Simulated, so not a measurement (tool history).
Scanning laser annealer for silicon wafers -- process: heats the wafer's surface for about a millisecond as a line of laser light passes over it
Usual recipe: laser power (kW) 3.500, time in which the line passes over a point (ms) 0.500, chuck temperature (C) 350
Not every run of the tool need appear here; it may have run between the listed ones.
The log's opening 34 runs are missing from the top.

| run | hour | laser power (kW) | time in which the line passes over a point (ms) | chuck temperature (C) | hours of work since the window was cleaned | hours of work since the power meter was calibrated | hours of work since the optics were aligned | highest temperature of the surface (C) |
|---|---|---|---|---|---|---|---|---|
| 35 | 1461.3 | 3.354 | 0.500 | 350 | 114 | 2127 | 484 | 1131 |
| 36 | 1494.2 | 3.261 | 0.500 | 351 | 137 | 2150 | 507 | 1106 |
| 37 | 1540.7 | 3.261 | 0.365 | 317 | 169 | 2183 | 540 | 975 |
| 38 | 1596.7 | 3.500 | 0.574 | 332 | 209 | 2222 | 579 | 1202 |
| 39 | 1638.8 | 3.437 | 0.500 | 350 | 238 | 2252 | 609 | 1154 |
| 40 | 1680.7 | 3.756 | 0.500 | 331 | 268 | 2281 | 638 | 1220 |
| 41 | 1739.1 | 3.443 | 0.478 | 388 | 309 | 2322 | 679 | 1177 |
| 42 | 1779.3 | 3.443 | 0.478 | 388 | 337 | 2350 | 708 | 1174 |

Below are 3 alternative next runs, each starting from the tool's condition after run 42. Predict each:
| A | 1837.8 | 3.500 | 0.500 | 338 | 378 | 2392 | 749 | ? |
| B | 1837.8 | 3.172 | 0.481 | 350 | 378 | 2392 | 749 | ? |
| C | 1837.8 | 3.673 | 0.500 | 350 | 378 | 2392 | 749 | ? |

| run | highest temperature of the surface (C) |
|---|---|
| A | 1159 |
| B | 1069 |
| C | 1211 |
What these runs would have given with no unlogged condition in the tool:
| run | highest temperature of the surface (C) |
|---|---|
| A | 1159 |
| B | 1070 |
| C | 1212 |
